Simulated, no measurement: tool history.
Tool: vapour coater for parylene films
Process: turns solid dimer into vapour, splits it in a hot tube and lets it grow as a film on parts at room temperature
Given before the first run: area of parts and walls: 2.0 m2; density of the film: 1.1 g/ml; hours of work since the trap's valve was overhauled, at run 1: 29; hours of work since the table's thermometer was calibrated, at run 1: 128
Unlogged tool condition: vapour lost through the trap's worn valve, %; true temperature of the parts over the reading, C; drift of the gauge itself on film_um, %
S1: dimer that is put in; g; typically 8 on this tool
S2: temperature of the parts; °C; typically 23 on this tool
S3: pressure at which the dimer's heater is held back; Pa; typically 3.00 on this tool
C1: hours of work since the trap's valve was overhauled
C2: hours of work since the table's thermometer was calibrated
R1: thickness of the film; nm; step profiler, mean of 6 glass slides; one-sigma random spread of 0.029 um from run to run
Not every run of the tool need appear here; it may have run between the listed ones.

run,hour,S1,S2,S3,C1,C2,R1
1,0.0,8,23,3.00,29,128,2470
2,19.4,8,23,3.00,40,139,2510
3,43.7,8,20,3.00,53,153,2710
4,59.6,8,20,3.00,62,162,2710
5,88.3,8,20,3.00,79,178,2660
6,120.0,3,20,3.00,97,196,1000
7,144.5,8,23,3.00,110,210,2510
8,168.9,8,29,3.00,124,224,2170
9,190.3,8,21,3.00,136,236,2550
10,214.2,8,21,3.00,150,249,2560
11,240.5,8,23,3.00,165,264,2440
12,266.4,8,23,3.00,179,279,2460
13,291.7,8,23,3.00,194,293,2400
14,314.3,8,15,3.00,206,306,3010
15,332.5,8,23,7.45,217,316,2180
16,346.9,8,23,7.45,225,324,2080
17,368.9,8,23,7.45,237,337,2130
18,389.9,8,23,9.90,249,348,2040
19,413.1,10,23,3.00,262,362,2990
20,430.0,10,23,3.00,272,371,3020
21,459.6,10,23,3.00,288,388,2970
22,480.4,10,23,3.00,300,400,2970
23,496.6,10,23,3.00,309,409,2930
24,522.0,10,23,3.00,324,423,2980
25,551.9,10,31,7.37,340,440,2120
26,578.7,8,16,2.01,356,455,2910
27,597.5,8,16,2.01,366,466,2900
28,615.7,8,16,2.01,377,476,2920
29,648.3,8,16,2.07,395,494,2900

For run 30, what comes out?
# hour 665.5: trap's valve overhauled
30,684.1,8,16,2.07,10,512,?

Run 30 yielded R1 3120 nm.
On a tool with no hidden condition, and with the same random variation, this run would have come out at R1 3170 nm.
